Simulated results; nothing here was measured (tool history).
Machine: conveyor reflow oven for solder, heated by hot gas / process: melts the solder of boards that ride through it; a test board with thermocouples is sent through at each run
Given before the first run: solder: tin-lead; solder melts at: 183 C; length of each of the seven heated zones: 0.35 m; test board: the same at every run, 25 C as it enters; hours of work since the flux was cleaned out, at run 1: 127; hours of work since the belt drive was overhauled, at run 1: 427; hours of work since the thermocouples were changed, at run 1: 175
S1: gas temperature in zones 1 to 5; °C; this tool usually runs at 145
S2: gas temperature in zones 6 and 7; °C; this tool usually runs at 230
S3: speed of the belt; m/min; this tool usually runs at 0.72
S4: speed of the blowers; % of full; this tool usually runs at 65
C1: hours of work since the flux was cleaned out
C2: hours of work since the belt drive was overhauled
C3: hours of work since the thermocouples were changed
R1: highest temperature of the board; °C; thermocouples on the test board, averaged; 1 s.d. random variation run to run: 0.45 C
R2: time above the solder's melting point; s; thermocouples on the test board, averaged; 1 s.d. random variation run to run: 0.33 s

run 1 hour=0 | S1=145 S2=230 S3=0.72 S4=65 | C1=127 C2=427 C3=175 | R1=214.8 R2=44
run 2 hour=5.6 | S1=145 S2=230 S3=0.72 S4=65 | C1=130 C2=430 C3=178 | R1=216.4 R2=44.5
run 3 hour=11.2 | S1=145 S2=230 S3=0.72 S4=65 | C1=133 C2=433 C3=181 | R1=214.5 R2=44.9
run 4 hour=18.1 | S1=145 S2=230 S3=0.72 S4=65 | C1=137 C2=437 C3=185 | R1=215.3 R2=44.9
run 5 hour=26.9 | S1=145 S2=230 S3=0.72 S4=65 | C1=143 C2=443 C3=190 | R1=216.3 R2=44.6
run 6 hour=39.1 | S1=145 S2=230 S3=0.72 S4=65 | C1=150 C2=450 C3=197 | R1=215.1 R2=44.9
run 7 hour=47.5 | S1=145 S2=241 S3=0.72 S4=65 | C1=154 C2=454 C3=202 | R1=225.7 R2=49.5
run 8 hour=57.5 | S1=145 S2=230 S3=0.72 S4=65 | C1=160 C2=460 C3=208 | R1=215.3 R2=44.9
run 9 hour=62.5 | S1=145 S2=230 S3=0.72 S4=58 | C1=163 C2=463 C3=211 | R1=213.8 R2=43.5
run 10 hour=69.2 | S1=145 S2=230 S3=0.72 S4=58 | C1=167 C2=467 C3=215 | R1=213.9 R2=43.6
run 11 hour=79.9 | S1=145 S2=230 S3=0.805 S4=65 | C1=173 C2=473 C3=221 | R1=211.7 R2=37.7
run 12 hour=84.9 | S1=131 S2=230 S3=0.72 S4=55 | C1=176 C2=476 C3=224 | R1=210.9 R2=37
run 13 hour=92.2 | S1=131 S2=224 S3=0.796 S4=55 | C1=180 C2=480 C3=228 | R1=201.8 R2=26.5
run 14 hour=100.5 | S1=131 S2=227 S3=0.796 S4=55 | C1=185 C2=485 C3=233 | R1=203.6 R2=28.4
run 15 hour=111.9 | S1=152 S2=226 S3=0.751 S4=80 | C1=192 C2=492 C3=239 | R1=213.8 R2=44.9
run 16 hour=117.2 | S1=152 S2=226 S3=0.751 S4=80 | C1=195 C2=495 C3=242 | R1=214.3 R2=44.8
-- hour=130.6 flux residue cleaned out of gas plates and filters
run 17 hour=132.6 | S1=152 S2=226 S3=0.751 S4=80 | C1=1 C2=501 C3=248 | R1=214.4 R2=44.6
run 18 hour=140.7 | S1=145 S2=229 S3=0.72 S4=65 | C1=6 C2=506 C3=253 | R1=214.5 R2=44.1
run 19 hour=146.9 | S1=154 S2=229 S3=0.739 S4=74 | C1=9 C2=509 C3=257 | R1=216.5 R2=47.3
run 20 hour=157.6 | S1=154 S2=229 S3=0.739 S4=74 | C1=16 C2=515 C3=263 | R1=217.1 R2=47.4
run 21 hour=167.9 | S1=154 S2=229 S3=0.739 S4=74 | C1=22 C2=521 C3=269 | R1=217.6 R2=47.4
run 22 hour=178.2 | S1=154 S2=229 S3=0.739 S4=74 | C1=28 C2=527 C3=275 | R1=216.3 R2=47.2

5 options for the next run, each taken on its own from the tool as it stands now. Forecast them:
run A hour=186.5 | S1=152 S2=245 S3=0.812 S4=74 | C1=32 C2=532 C3=280 | R1=? R2=?
run B hour=186.5 | S1=156 S2=236 S3=0.72 S4=65 | C1=32 C2=532 C3=280 | R1=? R2=?
run C hour=186.5 | S1=145 S2=223 S3=0.702 S4=67 | C1=32 C2=532 C3=280 | R1=? R2=?
run D hour=186.5 | S1=152 S2=233 S3=0.72 S4=66 | C1=32 C2=532 C3=280 | R1=? R2=?
run E hour=186.5 | S1=136 S2=230 S3=0.72 S4=76 | C1=32 C2=532 C3=280 | R1=? R2=?

run=A R1=228.7 R2=47
run=B R1=222.9 R2=52.1
run=C R1=209.6 R2=42.8
run=D R1=218.6 R2=49.6
run=E R1=215.8 R2=42.3
With no hidden state in the tool, these same runs would have given:
run=A R1=228.8 R2=47
run=B R1=223 R2=52.1
run=C R1=209.7 R2=42.8
run=D R1=218.7 R2=49.6
run=E R1=215.8 R2=42.4

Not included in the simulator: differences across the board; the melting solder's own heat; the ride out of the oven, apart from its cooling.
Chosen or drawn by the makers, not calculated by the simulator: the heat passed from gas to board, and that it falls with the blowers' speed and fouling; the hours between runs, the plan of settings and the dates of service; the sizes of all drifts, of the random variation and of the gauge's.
